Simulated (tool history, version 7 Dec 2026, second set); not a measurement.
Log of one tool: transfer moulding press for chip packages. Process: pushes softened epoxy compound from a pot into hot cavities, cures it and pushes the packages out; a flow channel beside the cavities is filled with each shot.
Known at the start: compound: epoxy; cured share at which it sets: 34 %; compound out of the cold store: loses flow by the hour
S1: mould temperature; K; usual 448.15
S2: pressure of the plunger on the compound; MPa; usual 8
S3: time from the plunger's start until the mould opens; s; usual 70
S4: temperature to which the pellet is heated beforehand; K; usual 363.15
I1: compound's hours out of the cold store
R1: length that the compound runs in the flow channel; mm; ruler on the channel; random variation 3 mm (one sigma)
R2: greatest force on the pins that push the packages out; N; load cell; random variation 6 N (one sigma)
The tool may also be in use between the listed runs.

run	day	S1	S2	S3	S4	I1	R1	R2
1	0	448.15	8	70	363.15	10.8	717	296
# day 0.758: cavities cleaned with cleaning compound and waxed
2	1.171	448.15	8	70	363.15	37.7	635	279
# day 1.954: cavities cleaned with cleaning compound and waxed
3	2.075	448.15	8	70	363.15	19.5	686	248
# day 3.088: cavities cleaned with cleaning compound and waxed
4	3.088	448.15	8	70	363.15	36	630	219
# day 4.3: cavities cleaned with cleaning compound and waxed
# day 4.588: plunger's sealing rings changed
5	5.012	448.15	8	70	363.15	47	637	300
# day 5.508: cavities cleaned with cleaning compound and waxed
# day 6.771: cavities cleaned with cleaning compound and waxed
6	7.038	448.15	8	70	363.15	16.3	725	270
# day 7.983: cavities cleaned with cleaning compound and waxed
7	8.683	448.15	8	70	363.15	21.2	700	321
# day 9.229: cavities cleaned with cleaning compound and waxed
8	9.804	448.15	8	70	363.15	41.2	647	300
# day 10.508: cavities cleaned with cleaning compound and waxed
9	10.942	445.15	8	70	363.15	13.9	731	336
# day 11.729: cavities cleaned with cleaning compound and waxed
# day 12.838: cavities cleaned with cleaning compound and waxed
10	12.971	445.15	8	70	363.15	27.1	682	274
# day 14.025: cavities cleaned with cleaning compound and waxed
11	14.846	445.15	8	70	363.15	22	697	377
# day 15.142: cavities cleaned with cleaning compound and waxed
12	15.867	445.15	8	70	363.15	42.8	628	355
# day 16.358: cavities cleaned with cleaning compound and waxed
13	17.046	448.15	6.37	70	363.15	29.2	581	311
# day 17.521: cavities cleaned with cleaning compound and waxed
# day 18.712: cavities cleaned with cleaning compound and waxed
14	19.025	448.15	7.38	58	356.15	28.6	630	359
# day 19.283: mould's thermocouples calibrated
# day 19.917: cavities cleaned with cleaning compound and waxed
15	20.604	442.15	9.37	58	356.15	45.8	664	553
# day 21.15: cavities cleaned with cleaning compound and waxed
# day 22.004: plunger's sealing rings changed
16	22.25	448.15	8	64	359.15	16.3	723	360
# day 22.421: cavities cleaned with cleaning compound and waxed
# day 22.688: mould's thermocouples calibrated, once more
# day 23.662: cavities cleaned with cleaning compound and waxed
17	23.746	448.15	8	64	359.15	38.2	663	262
# day 24.792: cavities cleaned with cleaning compound and waxed
18	25.308	448.15	8	64	359.15	17.7	720	339
# day 25.917: cavities cleaned with cleaning compound and waxed
# day 27.108: cavities cleaned with cleaning compound and waxed
19	27.404	448.15	8	56	357.15	41.3	646	389
# day 28.312: cavities cleaned with cleaning compound and waxed
20	29.333	448.15	8	56	357.15	13.4	730	510
# day 29.504: cavities cleaned with cleaning compound and waxed
21	30.333	448.15	8.63	70	363.15	24.8	708	331
# day 30.629: cavities cleaned with cleaning compound and waxed
# day 31.796: cavities cleaned with cleaning compound and waxed
22	32.421	448.15	8.63	70	363.15	42.4	655	322
# day 32.933: cavities cleaned with cleaning compound and waxed
# day 34.088: cavities cleaned with cleaning compound and waxed
23	34.346	442.15	8.63	85	361.15	23.6	722	286
# day 35.262: cavities cleaned with cleaning compound and waxed
24	36.092	442.15	8.63	85	361.15	12.3	762	349
# day 36.492: cavities cleaned with cleaning compound and waxed
# day 37.662: cavities cleaned with cleaning compound and waxed
25	37.767	448.15	8.01	70	372.15	43.6	610	238

Measured less the same run without the tool's hidden state. The same run-to-run variation is in both; the gauge's scatter may not be:
The hidden state here: true mould temperature over the reading, C; pressure that reaches the compound, % of what is set; grip of the stained cavities, % over clean ones'; drift of the gauge itself on flow_mm, %; drift of the gauge itself on push_out_n, %.
run	R1	R2
1	-33	+63
2	-32	+61
3	-37	+26
4	-37	+1
5	-4	+87
6	-9	+48
7	-13	+95
8	-15	+82
9	-19	+75
10	-24	+23
11	-29	+113
12	-28	+104
13	-29	+82
14	-37	+53
15	-44	+111
16	-6	+106
17	-4	+23
18	-8	+94
19	-12	+78
20	-18	+183
21	-20	+109
22	-23	+96
23	-32	+51
24	-38	+115
25	-35	+19
